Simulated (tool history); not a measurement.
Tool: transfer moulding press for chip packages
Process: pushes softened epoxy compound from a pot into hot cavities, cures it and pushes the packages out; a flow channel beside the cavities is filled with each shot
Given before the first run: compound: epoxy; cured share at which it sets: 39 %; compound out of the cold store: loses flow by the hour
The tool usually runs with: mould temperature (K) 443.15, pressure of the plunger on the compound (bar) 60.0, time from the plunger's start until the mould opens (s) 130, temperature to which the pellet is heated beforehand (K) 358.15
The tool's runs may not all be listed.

| run | day | mould temperature (K) | pressure of the plunger on the compound (bar) | time from the plunger's start until the mould opens (s) | temperature to which the pellet is heated beforehand (K) | incoming compound's hours out of the cold store | length that the compound runs in the flow channel (mm) | greatest force on the pins that push the packages out (N) |
|---|---|---|---|---|---|---|---|---|
| 1 | 0.000 | 443.15 | 60.0 | 130 | 358.15 | 14.0 | 572 | 541 |
| 2 | 0.496 | 443.15 | 60.0 | 130 | 348.15 | 19.3 | 554 | 570 |
| 3 | 1.092 | 443.15 | 60.0 | 140 | 358.15 | 31.2 | 524 | 552 |
| 4 | 1.650 | 443.15 | 59.3 | 140 | 358.15 | 22.6 | 540 | 596 |
| 5 | 2.825 | 443.15 | 59.3 | 140 | 358.15 | 43.4 | 482 | 640 |
| 6 | 3.721 | 443.15 | 60.0 | 130 | 351.15 | 45.2 | 487 | 732 |
|  | 4.238 | cavities cleaned with cleaning compound and waxed |
| 7 | 4.450 | 449.15 | 60.0 | 130 | 358.15 | 21.4 | 528 | 436 |
| 8 | 5.296 | 443.15 | 60.0 | 155 | 358.15 | 12.2 | 570 | 494 |
| 9 | 6.229 | 443.15 | 60.0 | 155 | 358.15 | 11.5 | 577 | 557 |
| 10 | 7.046 | 443.15 | 60.0 | 130 | 358.15 | 44.1 | 481 | 647 |
| 11 | 7.900 | 443.15 | 60.0 | 130 | 358.15 | 36.1 | 500 | 709 |
|  | 8.471 | cavities cleaned with cleaning compound and waxed |
| 12 | 8.508 | 443.15 | 60.0 | 130 | 358.15 | 27.9 | 523 | 541 |
| 13 | 9.004 | 443.15 | 60.0 | 130 | 358.15 | 29.9 | 517 | 543 |
| 14 | 9.750 | 443.15 | 60.0 | 130 | 358.15 | 15.5 | 558 | 580 |
| 15 | 10.817 | 443.15 | 63.9 | 130 | 358.15 | 36.9 | 516 | 629 |
| 16 | 11.521 | 443.15 | 60.0 | 169 | 365.15 | 10.8 | 565 | 544 |
| 17 | 12.262 | 436.15 | 60.0 | 130 | 358.15 | 42.1 | 503 | 1069 |
|  | 12.738 | cavities cleaned with cleaning compound and waxed |
| 18 | 13.179 | 446.15 | 60.0 | 130 | 348.15 | 18.9 | 533 | 487 |
|  | 13.983 | plunger's sealing rings changed |
| 19 | 14.429 | 444.15 | 60.0 | 130 | 358.15 | 17.0 | 563 | 591 |
| 20 | 15.396 | 446.15 | 59.7 | 127 | 358.15 | 10.9 | 568 | 603 |
| 21 | 16.125 | 447.15 | 60.0 | 130 | 358.15 | 16.6 | 549 | 590 |
| 22 | 16.688 | 447.15 | 60.0 | 130 | 358.15 | 29.9 | 511 | 616 |
|  | 17.133 | cavities cleaned with cleaning compound and waxed |
| 23 | 17.521 | 439.15 | 74.6 | 115 | 349.15 | 31.9 | 593 | 860 |
| 24 | 18.100 | 443.15 | 47.2 | 168 | 352.15 | 12.3 | 511 | 486 |
| 25 | 18.717 | 440.15 | 60.0 | 130 | 367.15 | 20.8 | 555 | 729 |
| 26 | 19.817 | 440.15 | 60.0 | 130 | 367.15 | 46.1 | 486 | 740 |
| 27 | 20.533 | 440.15 | 71.5 | 130 | 367.15 | 35.4 | 565 | 753 |
| 28 | 21.167 | 440.15 | 73.3 | 148 | 367.15 | 38.1 | 558 | 677 |

For each run, the measured value with the value that run would have given without the tool's hidden condition subtracted. The run-to-run variation is shared by both, the gauge scatter possibly not:
The tool's hidden condition here consists of: true mould temperature over the reading, C; pressure that reaches the compound, % of what is set; grip of the stained cavities, % over clean ones'; drift of the gauge itself on flow_mm, %; drift of the gauge itself on push_out_n, %.
| run | length that the compound runs in the flow channel (mm) | greatest force on the pins that push the packages out (N) |
|---|---|---|
| 1 | -5 | +16 |
| 2 | -6 | +47 |
| 3 | -5 | +77 |
| 4 | -6 | +104 |
| 5 | -7 | +156 |
| 6 | -7 | +205 |
| 7 | -9 | +19 |
| 8 | -11 | +63 |
| 9 | -11 | +109 |
| 10 | -10 | +152 |
| 11 | -12 | +191 |
| 12 | -13 | +5 |
| 13 | -13 | +37 |
| 14 | -15 | +76 |
| 15 | -14 | +129 |
| 16 | -17 | +135 |
| 17 | -16 | +280 |
| 18 | -18 | +25 |
| 19 | -3 | +84 |
| 20 | -4 | +126 |
| 21 | -5 | +146 |
| 22 | -5 | +167 |
| 23 | -7 | +25 |
| 24 | -6 | +56 |
| 25 | -8 | +103 |
| 26 | -8 | +154 |
| 27 | -9 | +181 |
| 28 | -10 | +184 |
